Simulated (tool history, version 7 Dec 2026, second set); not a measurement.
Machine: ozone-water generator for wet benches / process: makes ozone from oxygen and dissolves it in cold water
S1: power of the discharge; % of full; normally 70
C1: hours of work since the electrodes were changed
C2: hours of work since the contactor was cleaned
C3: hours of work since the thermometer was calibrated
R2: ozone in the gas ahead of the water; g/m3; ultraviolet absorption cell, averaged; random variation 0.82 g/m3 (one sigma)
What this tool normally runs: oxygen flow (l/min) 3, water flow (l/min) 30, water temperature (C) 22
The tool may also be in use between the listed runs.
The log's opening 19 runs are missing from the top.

Run 20, hour 806.1: usual settings but S1 49 % of full, oxygen flow (l/min) 4.86, water flow (l/min) 41, water temperature (C) 28; C1 1203; C2 972; C3 922. Result: dissolved ozone (ppm) 5.65, R2 101.9 g/m3.
Run 21, hour 835.9: usual settings but S1 98 % of full, oxygen flow (l/min) 4.86, water flow (l/min) 20, water temperature (C) 28; C1 1229; C2 998; C3 948. Result: dissolved ozone (ppm) 14.56, R2 144.6 g/m3.
Run 22, hour 867.1: usual settings but S1 98 % of full, oxygen flow (l/min) 4.86, water flow (l/min) 20, water temperature (C) 28; C1 1257; C2 1025; C3 976. Result: dissolved ozone (ppm) 14.55, R2 145.2 g/m3.
Run 23, hour 892: usual settings but water temperature (C) 15; C1 1279; C2 1047; C3 997. Result: dissolved ozone (ppm) 9.18, R2 152.5 g/m3.
Run 24, hour 916.2: usual settings but S1 83 % of full, oxygen flow (l/min) 4.22, water temperature (C) 18; C1 1300; C2 1068; C3 1018. Result: dissolved ozone (ppm) 10.76, R2 142.5 g/m3.
Run 25, hour 971: usual settings but S1 83 % of full, oxygen flow (l/min) 4.22, water temperature (C) 18; C1 1347; C2 1116; C3 1066. Result: dissolved ozone (ppm) 10.8, R2 141.5 g/m3.
Run 26, hour 1025.5: usual settings but S1 83 % of full, oxygen flow (l/min) 4.22, water temperature (C) 18; C1 1395; C2 1164; C3 1114. Result: dissolved ozone (ppm) 10.79, R2 143.2 g/m3.
Run 27, hour 1070.4: usual settings but water flow (l/min) 38, water temperature (C) 25; C1 1434; C2 1203; C3 1153. Result: dissolved ozone (ppm) 6.65, R2 151.3 g/m3.
Run 28, hour 1125.4: usual settings but S1 52 % of full, oxygen flow (l/min) 4.05, water flow (l/min) 24, water temperature (C) 21; C1 1482; C2 1251; C3 1201. Result: dissolved ozone (ppm) 9.87, R2 115 g/m3.
Run 29, hour 1172.9: usual settings but water flow (l/min) 44, water temperature (C) 24; C1 1524; C2 1292; C3 1243. Result: dissolved ozone (ppm) 5.65, R2 152.6 g/m3.
Run 30, hour 1214.2: usual settings but water flow (l/min) 44, water temperature (C) 20; C1 1560; C2 1328; C3 1279. Result: dissolved ozone (ppm) 5.84, R2 152.2 g/m3.
Run 31, hour 1263.9: usual settings but S1 82 % of full, water flow (l/min) 47, water temperature (C) 20; C1 1603; C2 1372; C3 1322. Result: dissolved ozone (ppm) 5.92, R2 165.4 g/m3.
Run 32, hour 1291.7: usual settings but S1 67 % of full, water flow (l/min) 47, water temperature (C) 16; C1 1628; C2 1396; C3 1346. Result: dissolved ozone (ppm) 5.41, R2 148.5 g/m3.
Run 33, hour 1332.4: usual settings but S1 90 % of full, water flow (l/min) 26, water temperature (C) 17; C1 1663; C2 1432; C3 1382. Result: dissolved ozone (ppm) 11.69, R2 172.9 g/m3.
Run 34, hour 1381.2: usual settings but S1 77 % of full, water flow (l/min) 42; C1 1706; C2 1474; C3 1425. Result: dissolved ozone (ppm) 6.46, R2 159.4 g/m3.

Branching from run 34: 3 alternative next runs. What would each branch give?
Run A, hour 1440.8: usual settings but S1 73 % of full, water flow (l/min) 23; C1 1758; C2 1526; C3 1477. Result: dissolved ozone (ppm) ?, R2 ?.
Run B, hour 1440.8: usual settings but S1 83 % of full, water flow (l/min) 42; C1 1758; C2 1526; C3 1477. Result: dissolved ozone (ppm) ?, R2 ?.
Run C, hour 1440.8: usual settings but S1 77 % of full, oxygen flow (l/min) 4.38, water flow (l/min) 42, water temperature (C) 15; C1 1758; C2 1526; C3 1477. Result: dissolved ozone (ppm) ?, R2 ?.

run  dissolved ozone (ppm)     R2
  A                  11.25  155.6
  B                   6.62  164.9
  C                   7.47  133.8
Take away the tool's hidden state, keep each run's random variation, and the runs would have read:
run  dissolved ozone (ppm)     R2
  A                  11.55  158.4
  B                   6.82  168.2
  C                   7.69  136.3
